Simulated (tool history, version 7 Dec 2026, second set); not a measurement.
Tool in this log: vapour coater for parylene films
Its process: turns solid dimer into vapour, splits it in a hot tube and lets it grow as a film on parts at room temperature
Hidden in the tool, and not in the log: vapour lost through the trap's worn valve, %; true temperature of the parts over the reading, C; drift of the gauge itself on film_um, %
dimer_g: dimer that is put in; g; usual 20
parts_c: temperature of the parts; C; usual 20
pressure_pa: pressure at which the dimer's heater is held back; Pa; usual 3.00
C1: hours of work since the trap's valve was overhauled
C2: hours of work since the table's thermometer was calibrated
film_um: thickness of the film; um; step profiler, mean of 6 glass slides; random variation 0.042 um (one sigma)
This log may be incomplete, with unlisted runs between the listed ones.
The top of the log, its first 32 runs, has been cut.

{"run": 33, "hour": 1899.9, "dimer_g": 14, "parts_c": 13, "pressure_pa": 8.24, "C1": 59, "C2": 72, "film_um": 6.39}
{"run": 34, "hour": 1961.8, "dimer_g": 20, "parts_c": 17, "pressure_pa": 7.56, "C1": 89, "C2": 102, "film_um": 8.42}
{"run": 35, "hour": 2017.2, "dimer_g": 9, "parts_c": 26, "pressure_pa": 7.19, "C1": 115, "C2": 128, "film_um": 3.08}
{"run": 36, "hour": 2092.0, "dimer_g": 9, "parts_c": 26, "pressure_pa": 7.19, "C1": 151, "C2": 164, "film_um": 3.05}
{"run": 37, "hour": 2168.2, "dimer_g": 9, "parts_c": 26, "pressure_pa": 7.19, "C1": 188, "C2": 201, "film_um": 3.02}
{"run": 38, "hour": 2243.7, "dimer_g": 23, "parts_c": 29, "pressure_pa": 5.79, "C1": 224, "C2": 237, "film_um": 7.48}
{"run": 39, "hour": 2303.8, "dimer_g": 23, "parts_c": 29, "pressure_pa": 5.79, "C1": 253, "C2": 266, "film_um": 7.44}
{"hour": 2368.8, "done": "trap's valve overhauled"}
{"run": 40, "hour": 2380.2, "dimer_g": 23, "parts_c": 29, "pressure_pa": 5.79, "C1": 5, "C2": 301, "film_um": 7.87}
{"run": 41, "hour": 2445.3, "dimer_g": 23, "parts_c": 29, "pressure_pa": 5.79, "C1": 37, "C2": 332, "film_um": 7.79}
{"run": 42, "hour": 2491.3, "dimer_g": 20, "parts_c": 26, "pressure_pa": 4.27, "C1": 59, "C2": 354, "film_um": 7.81}
{"run": 43, "hour": 2566.8, "dimer_g": 23, "parts_c": 19, "pressure_pa": 2.57, "C1": 95, "C2": 390, "film_um": 11.72}
{"run": 44, "hour": 2616.2, "dimer_g": 32, "parts_c": 21, "pressure_pa": 9.31, "C1": 119, "C2": 414, "film_um": 11.59}
{"run": 45, "hour": 2693.6, "dimer_g": 20, "parts_c": 20, "pressure_pa": 2.04, "C1": 156, "C2": 451, "film_um": 10.33}
{"run": 46, "hour": 2756.5, "dimer_g": 27, "parts_c": 20, "pressure_pa": 2.04, "C1": 186, "C2": 482, "film_um": 13.88}

Consider 5 possible next runs. They are alternatives, not a sequence: every one starts from the tool as it was left by run 46. What does each give?
{"run": "A", "hour": 2819.9, "dimer_g": 10, "parts_c": 18, "pressure_pa": 2.16, "C1": 217, "C2": 512, "film_um": "?"}
{"run": "B", "hour": 2819.9, "dimer_g": 17, "parts_c": 24, "pressure_pa": 2.46, "C1": 217, "C2": 512, "film_um": "?"}
{"run": "C", "hour": 2819.9, "dimer_g": 20, "parts_c": 17, "pressure_pa": 3.0, "C1": 217, "C2": 512, "film_um": "?"}
{"run": "D", "hour": 2819.9, "dimer_g": 24, "parts_c": 31, "pressure_pa": 2.04, "C1": 217, "C2": 512, "film_um": "?"}
{"run": "E", "hour": 2819.9, "dimer_g": 22, "parts_c": 22, "pressure_pa": 7.45, "C1": 217, "C2": 512, "film_um": "?"}

run=A film_um=5.30
run=B film_um=7.62
run=C film_um=10.04
run=D film_um=9.45
run=E film_um=8.05
Without the tool's unlogged condition, the same runs would have read:
run=A film_um=5.55
run=B film_um=7.97
run=C film_um=10.50
run=D film_um=9.89
run=E film_um=8.42
